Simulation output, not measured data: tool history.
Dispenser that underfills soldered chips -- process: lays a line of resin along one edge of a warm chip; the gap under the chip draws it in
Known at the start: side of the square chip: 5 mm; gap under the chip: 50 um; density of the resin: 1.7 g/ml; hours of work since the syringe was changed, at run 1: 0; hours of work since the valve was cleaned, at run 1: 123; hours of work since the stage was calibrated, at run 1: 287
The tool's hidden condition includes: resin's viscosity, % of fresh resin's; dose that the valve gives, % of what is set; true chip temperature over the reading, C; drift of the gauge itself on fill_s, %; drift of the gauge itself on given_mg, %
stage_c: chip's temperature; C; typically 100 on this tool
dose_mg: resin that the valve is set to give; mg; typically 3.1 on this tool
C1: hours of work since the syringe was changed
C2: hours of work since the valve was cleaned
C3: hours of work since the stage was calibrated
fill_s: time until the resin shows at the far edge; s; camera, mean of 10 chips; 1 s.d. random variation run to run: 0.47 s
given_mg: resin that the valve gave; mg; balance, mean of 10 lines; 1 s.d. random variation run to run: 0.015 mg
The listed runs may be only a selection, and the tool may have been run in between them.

Run 1, hour 0: usual settings; C1 0; C2 123; C3 287. Result: fill_s 37.1 s, given_mg 2.91 mg.
Run 2, hour 9.1: usual settings but stage_c 86 C; C1 6; C2 129; C3 293. Result: fill_s 104.4 s, given_mg 2.91 mg.
At hour 12.2: new syringe of resin.
Run 3, hour 15.2: usual settings; C1 2; C2 132; C3 296. Result: fill_s 44.9 s, given_mg 2.89 mg.
Run 4, hour 20: usual settings; C1 5; C2 135; C3 299. Result: fill_s 59.4 s, given_mg 2.87 mg.
At hour 24.1: new syringe of resin.
Run 5, hour 28.3: usual settings but dose_mg 3.66 mg; C1 3; C2 140; C3 304. Result: fill_s 47.2 s, given_mg 3.36 mg.
At hour 32: dispensing valve cleaned and set on the balance.
At hour 37.1: new syringe of resin.
Run 6, hour 40.7: usual settings but dose_mg 3.38 mg; C1 2; C2 5; C3 311. Result: fill_s 47 s, given_mg 3.37 mg.
At hour 48.8: new syringe of resin.
Run 7, hour 49.4: usual settings but dose_mg 3.38 mg; C1 0; C2 10; C3 316. Result: fill_s 39.4 s, given_mg 3.36 mg.
Run 8, hour 59.6: usual settings but stage_c 95 C, dose_mg 3.04 mg; C1 7; C2 17; C3 323. Result: fill_s 83.2 s, given_mg 3.01 mg.
At hour 60.9: new syringe of resin.
Run 9, hour 70.9: usual settings but dose_mg 3.15 mg; C1 6; C2 24; C3 329. Result: fill_s 66.6 s, given_mg 3.09 mg.
At hour 72.3: new syringe of resin.
Run 10, hour 77.9: usual settings but stage_c 89 C, dose_mg 3.15 mg; C1 3; C2 28; C3 334. Result: fill_s 81 s, given_mg 3.11 mg.
At hour 84.2: new syringe of resin.
Run 11, hour 86.5: usual settings but stage_c 104 C, dose_mg 3.26 mg; C1 1; C2 33; C3 339. Result: fill_s 38 s, given_mg 3.21 mg.
At hour 95.7: new syringe of resin.
Run 12, hour 95.8: usual settings but stage_c 90 C, dose_mg 3.01 mg; C1 0; C2 39; C3 344. Result: fill_s 57.2 s, given_mg 2.96 mg.
Run 13, hour 104.6: usual settings but stage_c 90 C, dose_mg 3.01 mg; C1 5; C2 44; C3 350. Result: fill_s 94.1 s, given_mg 2.94 mg.
At hour 107.2: new syringe of resin.
Run 14, hour 111.5: usual settings but stage_c 90 C, dose_mg 3.22 mg; C1 3; C2 48; C3 354. Result: fill_s 70.6 s, given_mg 3.15 mg.

For some of the steps in fill_s from one run to the next: how much would appear even if the tool had no hidden state, given the settings, what came in and random variation, and how much remains for the hidden state plus any gauge scatter that the measured result and the result without hidden state don't share?
Run 1 -> 2: stage_c 100 -> 86. fill_s +67.3 s: hidden state +43.5, all else +23.8.
